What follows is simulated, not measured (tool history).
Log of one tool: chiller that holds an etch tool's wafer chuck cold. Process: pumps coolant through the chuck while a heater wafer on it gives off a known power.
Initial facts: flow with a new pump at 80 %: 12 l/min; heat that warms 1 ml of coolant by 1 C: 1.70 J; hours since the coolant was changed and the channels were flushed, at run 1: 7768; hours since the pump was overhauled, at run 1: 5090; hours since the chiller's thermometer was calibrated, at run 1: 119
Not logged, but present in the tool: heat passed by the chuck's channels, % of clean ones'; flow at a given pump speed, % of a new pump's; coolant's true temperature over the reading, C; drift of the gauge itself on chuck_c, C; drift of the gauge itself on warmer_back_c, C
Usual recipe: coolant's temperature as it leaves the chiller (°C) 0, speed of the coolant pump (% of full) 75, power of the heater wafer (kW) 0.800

run	hour	coolant's temperature as it leaves the chiller (°C)	speed of the coolant pump (% of full)	power of the heater wafer (kW)	hours since the coolant was changed and the channels were flushed	hours since the pump was overhauled	hours since the chiller's thermometer was calibrated	chuck's temperature once it has settled (°C)	how much warmer the coolant comes back (C)
1	0.0	0	75	0.800	7768	5090	119	8.4	2.75
2	104.0	0	75	0.800	7872	5194	223	8.3	2.66
3	196.6	0	75	0.800	7965	5287	315	8.5	2.76
4	261.1	-1	75	0.800	8029	5351	380	7.5	2.69
5	338.4	-1	75	0.800	8106	5428	457	7.4	2.70
# hour 403.7: coolant changed, channels flushed
6	467.3	-1	75	0.800	64	5551	580	5.8	2.76
7	524.0	-1	75	0.800	120	5608	637	6.0	2.71
8	624.0	-1	75	0.800	220	5708	737	6.1	2.72
9	695.3	-1	75	0.800	292	5779	808	5.9	2.73
10	803.8	0	75	0.800	400	5888	916	7.1	2.72
11	917.2	0	69	0.800	513	6001	1030	7.6	2.95
12	973.0	0	75	0.405	569	6057	1086	3.5	1.35
13	1045.2	0	75	0.405	641	6129	1158	3.8	1.38
14	1110.1	0	75	0.405	706	6194	1223	3.5	1.40
15	1209.2	0	75	0.800	805	6293	1322	7.0	2.78
16	1341.3	0	75	0.800	938	6425	1454	7.1	2.72
17	1398.4	0	75	0.800	995	6482	1511	7.2	2.78
18	1487.0	0	75	0.800	1083	6571	1600	7.0	2.78
19	1585.2	6	82	0.606	1181	6669	1698	10.9	1.86
20	1643.7	0	64	0.762	1240	6728	1756	7.8	3.14
21	1743.5	0	93	0.630	1340	6828	1856	4.7	1.66
22	1864.9	-9	82	0.749	1461	6949	1978	-3.0	2.33
23	1924.4	-9	82	0.749	1521	7008	2037	-2.8	2.36
24	1996.4	-9	82	0.749	1593	7080	2109	-2.8	2.34
25	2058.6	-9	82	0.749	1655	7143	2171	-2.8	2.41
26	2180.8	0	64	0.798	1777	7265	2293	8.4	3.28
27	2286.9	0	93	0.590	1883	7371	2400	4.5	1.61
28	2409.6	7	75	0.517	2006	7494	2522	11.6	1.79
29	2506.9	6	75	0.458	2103	7591	2620	10.1	1.60
30	2586.5	0	75	0.404	2183	7671	2699	3.6	1.45
31	2693.8	9	68	0.404	2290	7778	2806	12.9	1.58
32	2790.9	9	68	0.404	2387	7875	2904	12.7	1.61

Measured minus without-hidden-state, run by run (identical run-to-run variation in each term; gauge scatter may differ):
run	chuck's temperature once it has settled (°C)	how much warmer the coolant comes back (C)
1	+1.8	+0.16
2	+1.7	+0.16
3	+1.8	+0.17
4	+1.8	+0.16
5	+1.8	+0.17
6	+0.4	+0.18
7	+0.3	+0.17
8	+0.4	+0.18
9	+0.3	+0.18
10	+0.4	+0.19
11	+0.5	+0.21
12	+0.2	+0.10
13	+0.2	+0.10
14	+0.2	+0.10
15	+0.4	+0.20
16	+0.5	+0.20
17	+0.5	+0.21
18	+0.5	+0.20
19	+0.3	+0.15
20	+0.5	+0.24
21	+0.3	+0.13
22	+0.5	+0.19
23	+0.5	+0.18
24	+0.5	+0.19
25	+0.5	+0.19
26	+0.7	+0.27
27	+0.3	+0.13
28	+0.3	+0.15
29	+0.3	+0.13
30	+0.2	+0.12
31	+0.3	+0.13
32	+0.3	+0.14
